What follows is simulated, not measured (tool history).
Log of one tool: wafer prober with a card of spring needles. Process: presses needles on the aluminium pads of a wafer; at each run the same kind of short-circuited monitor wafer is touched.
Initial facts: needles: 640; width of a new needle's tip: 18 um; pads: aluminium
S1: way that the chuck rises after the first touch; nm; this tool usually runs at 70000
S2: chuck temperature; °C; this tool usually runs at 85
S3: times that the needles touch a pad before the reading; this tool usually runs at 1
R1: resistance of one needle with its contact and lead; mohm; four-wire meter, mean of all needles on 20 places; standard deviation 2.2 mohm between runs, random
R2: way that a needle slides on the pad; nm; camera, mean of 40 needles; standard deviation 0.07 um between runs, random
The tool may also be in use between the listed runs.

Run 1, hour 0: usual settings. Result: R1 260 mohm, R2 12610 nm.
At hour 3.7: tips cleaned on abrasive film.
At hour 9.8: tips cleaned on abrasive film.
At hour 15.9: tips cleaned on abrasive film.
At hour 22: tips cleaned on abrasive film.
At hour 26.9: tips cleaned on abrasive film.
At hour 31.8: tips cleaned on abrasive film.
At hour 36.8: tips cleaned on abrasive film.
Run 2, hour 36.8: usual settings but S1 59000 nm. Result: R1 257 mohm, R2 10490 nm.
At hour 42.9: tips cleaned on abrasive film.
At hour 49: tips cleaned on abrasive film.
At hour 55.1: tips cleaned on abrasive film.
At hour 60: tips cleaned on abrasive film.
At hour 66.1: tips cleaned on abrasive film.
At hour 72.2: tips cleaned on abrasive film.
At hour 77.3: height of the first contact set anew.
At hour 78.6: tips cleaned on abrasive film.
Run 3, hour 80.1: usual settings. Result: R1 253 mohm, R2 12990 nm.
At hour 83.8: tips cleaned on abrasive film.
At hour 88.7: tips cleaned on abrasive film.
At hour 94.8: tips cleaned on abrasive film.
At hour 99.7: tips cleaned on abrasive film.
At hour 105.8: tips cleaned on abrasive film.
At hour 110.9: tips cleaned on abrasive film.
Run 4, hour 110.9: usual settings but S2 47 °C. Result: R1 238 mohm, R2 13070 nm.
At hour 117: tips cleaned on abrasive film.
At hour 123.1: tips cleaned on abrasive film.
At hour 129.2: tips cleaned on abrasive film.
At hour 135.3: tips cleaned on abrasive film.
At hour 140.2: tips cleaned on abrasive film.
At hour 146.3: tips cleaned on abrasive film.
At hour 151.3: tips cleaned on abrasive film.
At hour 157.1: tips cleaned on abrasive film.
Run 5, hour 157.1: usual settings. Result: R1 247 mohm, R2 12760 nm.
At hour 162: tips cleaned on abrasive film.
At hour 168.1: tips cleaned on abrasive film.
At hour 174.2: tips cleaned on abrasive film.
At hour 180.3: tips cleaned on abrasive film.
At hour 186.4: tips cleaned on abrasive film.
At hour 192.5: tips cleaned on abrasive film.
At hour 198.6: tips cleaned on abrasive film.
At hour 204.7: tips cleaned on abrasive film.
Run 6, hour 208.9: usual settings. Result: R1 263 mohm, R2 12740 nm.
At hour 210.2: tips cleaned on abrasive film.
At hour 216.3: tips cleaned on abrasive film.
At hour 222.4: tips cleaned on abrasive film.
At hour 227.3: tips cleaned on abrasive film.
At hour 233.4: tips cleaned on abrasive film.
At hour 238.3: tips cleaned on abrasive film.
Run 7, hour 242.7: usual settings but S2 44 °C. Result: R1 256 mohm, R2 12670 nm.
At hour 244: tips cleaned on abrasive film.
At hour 250.1: tips cleaned on abrasive film.
At hour 256.2: tips cleaned on abrasive film.
At hour 261.1: tips cleaned on abrasive film.
At hour 267.2: tips cleaned on abrasive film.
At hour 272.1: tips cleaned on abrasive film.
At hour 278.2: tips cleaned on abrasive film.
At hour 284.3: tips cleaned on abrasive film.
At hour 289.2: tips cleaned on abrasive film.
Run 8, hour 294: usual settings. Result: R1 266 mohm, R2 12620 nm.
At hour 295.3: tips cleaned on abrasive film.
At hour 301.4: tips cleaned on abrasive film.
At hour 306.3: tips cleaned on abrasive film.
At hour 312.4: tips cleaned on abrasive film.
At hour 318.5: tips cleaned on abrasive film.
At hour 324.6: tips cleaned on abrasive film.
At hour 330.7: tips cleaned on abrasive film.
At hour 335.6: tips cleaned on abrasive film.
At hour 341.7: tips cleaned on abrasive film.
Run 9, hour 343.8: usual settings. Result: R1 262 mohm, R2 12440 nm.
At hour 347.5: tips cleaned on abrasive film.
At hour 353.6: tips cleaned on abrasive film.
At hour 353.9: height of the first contact set anew.
At hour 358.8: tips cleaned on abrasive film.
At hour 364.9: tips cleaned on abrasive film.
At hour 371: tips cleaned on abrasive film.
At hour 375.9: tips cleaned on abrasive film.
At hour 382: tips cleaned on abrasive film.
At hour 387.9: tips cleaned on abrasive film.
Run 10, hour 387.9: usual settings but S2 48 °C. Result: R1 237 mohm, R2 12850 nm.
At hour 392.8: tips cleaned on abrasive film.
At hour 398.9: tips cleaned on abrasive film.
At hour 405: tips cleaned on abrasive film.
At hour 411.2: tips cleaned on abrasive film.
At hour 417.3: tips cleaned on abrasive film.
At hour 423.4: tips cleaned on abrasive film.
At hour 428.3: tips cleaned on abrasive film.
At hour 434.4: tips cleaned on abrasive film.
Run 11, hour 435.3: usual settings but S2 48 °C. Result: R1 247 mohm, R2 12800 nm.
At hour 440.2: tips cleaned on abrasive film.
At hour 446.3: tips cleaned on abrasive film.
At hour 451.2: tips cleaned on abrasive film.
At hour 457.3: tips cleaned on abrasive film.
At hour 463.4: tips cleaned on abrasive film.
Run 12, hour 463.5: usual settings but S2 48 °C. Result: R1 240 mohm, R2 12780 nm.
At hour 468.4: tips cleaned on abrasive film.
At hour 474.6: tips cleaned on abrasive film.
At hour 480.7: tips cleaned on abrasive film.
At hour 486.8: tips cleaned on abrasive film.
At hour 492.9: tips cleaned on abrasive film.
Run 13, hour 497.2: usual settings but S2 95 °C, S3 2. Result: R1 266 mohm, R2 12670 nm.
At hour 498.5: tips cleaned on abrasive film.
At hour 503.4: tips cleaned on abrasive film.
At hour 509.5: tips cleaned on abrasive film.
At hour 515.6: tips cleaned on abrasive film.
At hour 521.7: tips cleaned on abrasive film.
At hour 527.9: tips cleaned on abrasive film.
At hour 532.8: tips cleaned on abrasive film.
At hour 538.9: tips cleaned on abrasive film.
Run 14, hour 540.5: usual settings but S1 79000 nm, S2 69 °C. Result: R1 249 mohm, R2 14280 nm.
At hour 544.2: tips cleaned on abrasive film.
At hour 550.3: tips cleaned on abrasive film.
At hour 555.3: tips cleaned on abrasive film.
At hour 561.4: tips cleaned on abrasive film.
At hour 566.3: tips cleaned on abrasive film.
At hour 572.4: tips cleaned on abrasive film.
Run 15, hour 573.8: usual settings but S1 79000 nm, S2 69 °C. Result: R1 251 mohm, R2 14230 nm.
At hour 577.5: tips cleaned on abrasive film.
At hour 583.6: tips cleaned on abrasive film.
At hour 589.7: tips cleaned on abrasive film.
At hour 595.8: tips cleaned on abrasive film.
At hour 601.9: tips cleaned on abrasive film.
Run 16, hour 604.6: usual settings but S1 79000 nm, S2 69 °C. Result: R1 257 mohm, R2 14060 nm.
At hour 607.1: tips cleaned on abrasive film.
At hour 612: tips cleaned on abrasive film.
At hour 618.1: tips cleaned on abrasive film.
At hour 630.1: card fitted with new needles.
At hour 636.2: tips cleaned on abrasive film.
At hour 642.3: tips cleaned on abrasive film.
At hour 648.4: tips cleaned on abrasive film.
Run 17, hour 650.4: usual settings but S1 69000 nm, S2 35 °C. Result: R1 237 mohm, R2 12910 nm.
At hour 654.1: tips cleaned on abrasive film.
At hour 659: tips cleaned on abrasive film.
At hour 665.1: tips cleaned on abrasive film.
At hour 671.2: tips cleaned on abrasive film.
At hour 677.3: tips cleaned on abrasive film.
At hour 682.3: tips cleaned on abrasive film.
Run 18, hour 684.2: usual settings but S1 69000 nm, S2 35 °C. Result: R1 234 mohm, R2 12680 nm.
At hour 687.9: tips cleaned on abrasive film.
At hour 694: tips cleaned on abrasive film.
At hour 700.1: tips cleaned on abrasive film.
At hour 706.2: tips cleaned on abrasive film.
At hour 712.3: tips cleaned on abrasive film.
At hour 717.2: tips cleaned on abrasive film.
Run 19, hour 718.4: usual settings but S1 53000 nm, S2 32 °C. Result: R1 247 mohm, R2 9700 nm.
At hour 722.2: tips cleaned on abrasive film.
At hour 727.1: tips cleaned on abrasive film.
At hour 733.2: tips cleaned on abrasive film.
At hour 739.3: tips cleaned on abrasive film.
At hour 745.4: tips cleaned on abrasive film.
At hour 750.3: tips cleaned on abrasive film.
At hour 756.4: tips cleaned on abrasive film.
Run 20, hour 756.8: usual settings but S1 52000 nm, S2 56 °C. Result: R1 249 mohm, R2 9450 nm.
At hour 761.7: tips cleaned on abrasive film.
At hour 766.6: tips cleaned on abrasive film.
At hour 772.7: tips cleaned on abrasive film.
At hour 778.8: tips cleaned on abrasive film.
At hour 783.7: tips cleaned on abrasive film.
Run 21, hour 787.5: usual settings but S1 57000 nm, S2 69 °C. Result: R1 266 mohm, R2 10280 nm.

Predict each of these 3 candidate next runs independently; none follows another, all start after run 21:
At hour 788.8: tips cleaned on abrasive film.
At hour 794.9: tips cleaned on abrasive film.
At hour 799.8: tips cleaned on abrasive film.
At hour 805.9: tips cleaned on abrasive film.
At hour 810.8: tips cleaned on abrasive film.
At hour 816.2: tips cleaned on abrasive film.
Run A, hour 816.2: usual settings but S1 62000 nm, S2 98 °C. Result: R1 ?, R2 ?.
At hour 788.8: tips cleaned on abrasive film.
At hour 794.9: tips cleaned on abrasive film.
At hour 799.8: tips cleaned on abrasive film.
At hour 805.9: tips cleaned on abrasive film.
At hour 810.8: tips cleaned on abrasive film.
At hour 816.2: tips cleaned on abrasive film.
Run B, hour 816.2: usual settings but S1 63000 nm, S2 51 °C, S3 2. Result: R1 ?, R2 ?.
At hour 788.8: tips cleaned on abrasive film.
At hour 794.9: tips cleaned on abrasive film.
At hour 799.8: tips cleaned on abrasive film.
At hour 805.9: tips cleaned on abrasive film.
At hour 810.8: tips cleaned on abrasive film.
At hour 816.2: tips cleaned on abrasive film.
Run C, hour 816.2: usual settings but S1 56000 nm, S2 28 °C, S3 3. Result: R1 ?, R2 ?.

run   R1     R2
  A  254  11090
  B  236  11340
  C  232  10030
What these runs would have given with no unlogged condition in the tool:
run   R1     R2
  A  249  11520
  B  232  11770
  C  228  10460
